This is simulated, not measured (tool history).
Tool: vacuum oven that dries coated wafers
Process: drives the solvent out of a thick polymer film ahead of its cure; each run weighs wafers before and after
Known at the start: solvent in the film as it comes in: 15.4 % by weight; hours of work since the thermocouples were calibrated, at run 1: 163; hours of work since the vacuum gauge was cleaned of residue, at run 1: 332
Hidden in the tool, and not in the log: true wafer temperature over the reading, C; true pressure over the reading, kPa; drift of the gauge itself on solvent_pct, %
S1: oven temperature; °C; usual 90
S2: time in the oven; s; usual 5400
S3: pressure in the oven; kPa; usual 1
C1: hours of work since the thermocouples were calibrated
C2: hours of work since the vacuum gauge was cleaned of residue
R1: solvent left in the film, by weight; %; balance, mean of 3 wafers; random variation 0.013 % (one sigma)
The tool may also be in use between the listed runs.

run 1 hour=0 | S1=90 S2=5400 S3=1 | C1=163 C2=332 | R1=0.93
run 2 hour=8.5 | S1=90 S2=4560 S3=1 | C1=170 C2=339 | R1=1.28
run 3 hour=20.3 | S1=95 S2=5400 S3=1 | C1=179 C2=348 | R1=0.56
run 4 hour=27.7 | S1=85 S2=5400 S3=1 | C1=185 C2=354 | R1=1.49
run 5 hour=39.1 | S1=85 S2=5400 S3=1 | C1=194 C2=363 | R1=1.46
run 6 hour=49.9 | S1=85 S2=5400 S3=1 | C1=202 C2=372 | R1=1.49
run 7 hour=58.2 | S1=90 S2=5400 S3=2.57 | C1=209 C2=378 | R1=1.42
run 8 hour=68.1 | S1=90 S2=3720 S3=1 | C1=216 C2=386 | R1=1.87
run 9 hour=73.6 | S1=90 S2=3720 S3=1 | C1=221 C2=390 | R1=1.85
run 10 hour=85.8 | S1=90 S2=3720 S3=1 | C1=230 C2=400 | R1=1.87
run 11 hour=92.1 | S1=90 S2=3240 S3=1 | C1=235 C2=405 | R1=2.33
run 12 hour=100.5 | S1=91 S2=3240 S3=1.08 | C1=242 C2=411 | R1=2.18
run 13 hour=109.8 | S1=91 S2=3240 S3=1.08 | C1=249 C2=419 | R1=2.2

Forecast run 14:
run 14 hour=115.3 | S1=91 S2=3240 S3=1.08 | C1=254 C2=423 | R1=?

R1: 2.2 %
Without the tool's hidden state the same run would have given R1 2.2 %.
